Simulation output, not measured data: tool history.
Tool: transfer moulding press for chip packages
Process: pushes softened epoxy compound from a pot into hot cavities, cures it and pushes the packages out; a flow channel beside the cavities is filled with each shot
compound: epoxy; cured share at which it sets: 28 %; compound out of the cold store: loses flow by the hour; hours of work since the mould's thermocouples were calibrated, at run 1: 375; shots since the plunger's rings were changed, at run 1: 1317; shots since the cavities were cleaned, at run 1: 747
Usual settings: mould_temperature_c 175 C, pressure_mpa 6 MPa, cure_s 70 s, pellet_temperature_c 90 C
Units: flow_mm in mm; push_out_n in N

| run | hour | mould_temperature_c | pressure_mpa | cure_s | pellet_temperature_c | hours of work since the mould's thermocouples were calibrated | shots since the plunger's rings were changed | shots since the cavities were cleaned | incoming compound's hours out of the cold store | flow_mm | push_out_n |
|---|---|---|---|---|---|---|---|---|---|---|---|
| 1 | 0 | 175 | 6 | 70 | 90 | 375 | 1317 | 747 | 29.8 | 593 | 363 |
| 2 | 6.6 | 175 | 6 | 70 | 81 | 379 | 1400 | 830 | 39.1 | 564 | 363 |
| 3 | 20.6 | 175 | 6 | 70 | 81 | 388 | 1576 | 1006 | 23.8 | 620 | 375 |
|  | 25.8 | cavities cleaned with cleaning compound and waxed |
| 4 | 37.6 | 175 | 6 | 61 | 90 | 397 | 1770 | 148 | 23.3 | 623 | 518 |
| 5 | 45.2 | 175 | 6 | 70 | 86 | 401 | 1865 | 243 | 43.6 | 537 | 353 |
| 6 | 56.8 | 175 | 6 | 70 | 86 | 408 | 2010 | 388 | 34.4 | 576 | 373 |
| 7 | 72.1 | 175 | 6 | 70 | 86 | 417 | 2202 | 580 | 26.9 | 613 | 379 |
| 8 | 80.1 | 175 | 6 | 70 | 86 | 422 | 2303 | 681 | 38.1 | 567 | 367 |
| 9 | 91.4 | 175 | 6 | 70 | 86 | 429 | 2444 | 822 | 34.5 | 579 | 364 |
| 10 | 101.6 | 175 | 6 | 70 | 86 | 435 | 2572 | 950 | 29.9 | 599 | 365 |
|  | 110.6 | cavities cleaned with cleaning compound and waxed |
| 11 | 112.2 | 175 | 6 | 70 | 86 | 440 | 2685 | 19 | 17.5 | 646 | 380 |
| 12 | 121.8 | 175 | 6 | 70 | 86 | 446 | 2806 | 140 | 16.8 | 650 | 393 |
| 13 | 132.4 | 175 | 6 | 70 | 90 | 453 | 2939 | 273 | 16 | 657 | 368 |
| 14 | 138.9 | 175 | 6 | 70 | 90 | 456 | 3020 | 354 | 34.1 | 574 | 347 |
| 15 | 148.4 | 175 | 6 | 70 | 88 | 462 | 3140 | 474 | 25 | 608 | 373 |
| 16 | 163.9 | 175 | 6 | 70 | 88 | 471 | 3334 | 668 | 42.5 | 542 | 353 |
| 17 | 175.6 | 175 | 6 | 70 | 88 | 478 | 3480 | 814 | 27.3 | 604 | 361 |
| 18 | 187.4 | 175 | 6 | 70 | 88 | 485 | 3628 | 962 | 11.4 | 674 | 383 |
|  | 195.6 | cavities cleaned with cleaning compound and waxed |
| 19 | 202.3 | 175 | 6 | 70 | 88 | 493 | 3796 | 83 | 47.8 | 526 | 348 |
| 20 | 209.9 | 181 | 6 | 70 | 90 | 498 | 3892 | 179 | 33.3 | 570 | 279 |
| 21 | 224.5 | 181 | 6 | 70 | 90 | 507 | 4075 | 362 | 27.9 | 590 | 289 |
| 22 | 231 | 168 | 5.09 | 67 | 90 | 510 | 4156 | 443 | 37.1 | 533 | 577 |
| 23 | 238.4 | 174 | 6 | 59 | 90 | 515 | 4249 | 536 | 36 | 568 | 592 |
| 24 | 246.6 | 175 | 6 | 70 | 91 | 520 | 4352 | 639 | 20.5 | 640 | 379 |
| 25 | 254.5 | 175 | 5.58 | 70 | 99 | 524 | 4451 | 738 | 33.5 | 549 | 340 |
| 26 | 265.6 | 175 | 5.58 | 70 | 99 | 531 | 4590 | 877 | 14.8 | 633 | 368 |
| 27 | 275.9 | 175 | 5.58 | 70 | 99 | 537 | 4719 | 1006 | 27.1 | 577 | 328 |
|  | 280.9 | cavities cleaned with cleaning compound and waxed |
| 28 | 286.9 | 172 | 6 | 109 | 90 | 543 | 4838 | 75 | 36.9 | 566 | 255 |
| 29 | 300.5 | 170 | 4.99 | 69 | 90 | 551 | 5009 | 246 | 43.4 | 502 | 479 |

3 ways to go on from here, each from the tool as it stands after run 29. What would each give?
| A | 309.1 | 170 | 4.77 | 69 | 90 | 556 | 5117 | 354 | 25.4 | ? | ? |
| B | 309.1 | 178 | 4.99 | 69 | 81 | 556 | 5117 | 354 | 27.2 | ? | ? |
| C | 309.1 | 169 | 6 | 70 | 91 | 556 | 5117 | 354 | 31.7 | ? | ? |

| run | flow_mm | push_out_n |
|---|---|---|
| A | 551 | 523 |
| B | 540 | 326 |
| C | 605 | 522 |
Without the tool's hidden state the same runs would have given:
| run | flow_mm | push_out_n |
|---|---|---|
| A | 552 | 520 |
| B | 541 | 324 |
| C | 607 | 519 |

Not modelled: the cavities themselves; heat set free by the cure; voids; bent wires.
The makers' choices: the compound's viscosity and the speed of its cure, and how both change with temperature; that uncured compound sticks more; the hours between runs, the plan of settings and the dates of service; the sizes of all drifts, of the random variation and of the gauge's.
